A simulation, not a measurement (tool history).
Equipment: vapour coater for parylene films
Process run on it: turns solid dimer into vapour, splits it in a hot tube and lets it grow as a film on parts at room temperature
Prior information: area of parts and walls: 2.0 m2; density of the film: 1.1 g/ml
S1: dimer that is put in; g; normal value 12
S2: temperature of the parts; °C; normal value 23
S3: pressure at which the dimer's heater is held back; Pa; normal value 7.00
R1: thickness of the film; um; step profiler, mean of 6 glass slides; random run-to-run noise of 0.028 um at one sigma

Run 1, day 0.000: usual settings. Result: R1 2.32 um.
Run 2, day 0.558: usual settings. Result: R1 2.27 um.
At day 1.321: table's thermometer calibrated.
Run 3, day 1.383: usual settings. Result: R1 2.36 um.
At day 2.329: trap's valve overhauled.
Run 4, day 2.896: usual settings. Result: R1 2.43 um.
Run 5, day 3.950: usual settings. Result: R1 2.40 um.
Run 6, day 4.700: usual settings. Result: R1 2.45 um.
Run 7, day 5.717: usual settings but S2 30 °C. Result: R1 2.07 um.
Run 8, day 6.600: usual settings. Result: R1 2.43 um.
Run 9, day 7.396: usual settings. Result: R1 2.42 um.
Run 10, day 8.012: usual settings. Result: R1 2.39 um.
Run 11, day 8.696: usual settings but S3 5.96 Pa. Result: R1 2.44 um.
Run 12, day 9.892: usual settings but S3 2.52 Pa. Result: R1 2.66 um.
Run 13, day 10.825: usual settings but S1 7 g, S3 2.52 Pa. Result: R1 1.54 um.
Run 14, day 11.646: usual settings but S1 7 g, S3 2.52 Pa. Result: R1 1.55 um.
Run 15, day 12.254: usual settings but S1 7 g, S3 2.52 Pa. Result: R1 1.55 um.
Run 16, day 13.446: usual settings but S3 9.03 Pa. Result: R1 2.24 um.
At day 14.021: trap's valve overhauled.
Run 17, day 14.729: usual settings but S1 7 g, S2 18 °C, S3 2.07 Pa. Result: R1 1.82 um.
Run 18, day 15.338: usual settings but S1 5 g, S2 31 °C, S3 3.43 Pa. Result: R1 0.94 um.
Run 19, day 16.496: usual settings but S1 5 g, S2 31 °C, S3 3.43 Pa. Result: R1 0.92 um.
Run 20, day 17.446: usual settings but S1 7 g, S3 4.85 Pa. Result: R1 1.49 um.
Run 21, day 18.775: usual settings but S1 8 g, S2 18 °C, S3 5.65 Pa. Result: R1 1.84 um.
Run 22, day 20.050: usual settings but S1 9 g, S2 18 °C, S3 6.71 Pa. Result: R1 1.95 um.
Run 23, day 21.062: usual settings but S1 19 g, S2 18 °C, S3 4.03 Pa. Result: R1 4.40 um.
Run 24, day 21.817: usual settings but S1 11 g, S2 16 °C, S3 3.44 Pa. Result: R1 2.70 um.
Run 25, day 22.621: usual settings but S3 7.09 Pa. Result: R1 2.33 um.
Run 26, day 23.588: usual settings but S3 7.09 Pa. Result: R1 2.30 um.
Run 27, day 24.658: usual settings but S3 7.09 Pa. Result: R1 2.30 um.
Run 28, day 25.279: usual settings but S3 7.09 Pa. Result: R1 2.30 um.
At day 25.617: trap's valve overhauled.
Run 29, day 26.188: usual settings but S1 11 g, S2 33 °C, S3 9.64 Pa. Result: R1 1.71 um.
Run 30, day 27.217: usual settings but S2 18 °C, S3 2.64 Pa. Result: R1 3.00 um.
Run 31, day 28.525: usual settings but S1 9 g, S3 3.64 Pa. Result: R1 1.94 um.

Forecast each of these 5 alternatives for the next run:
Run A, day 29.688: usual settings but S1 10 g, S2 24 °C, S3 3.76 Pa. Result: R1 ?.
Run B, day 29.688: usual settings but S1 9 g. Result: R1 ?.
Run C, day 29.688: usual settings but S1 8 g, S3 6.87 Pa. Result: R1 ?.
Run D, day 29.688: usual settings but S1 14 g. Result: R1 ?.
Run E, day 29.688: usual settings but S1 21 g, S2 26 °C, S3 9.61 Pa. Result: R1 ?.

run    R1
  A  2.14
  B  1.74
  C  1.64
  D  2.80
  E  3.73
What these runs would have given with no unlogged condition in the tool:
run    R1
  A  2.23
  B  1.82
  C  1.71
  D  2.92
  E  3.89
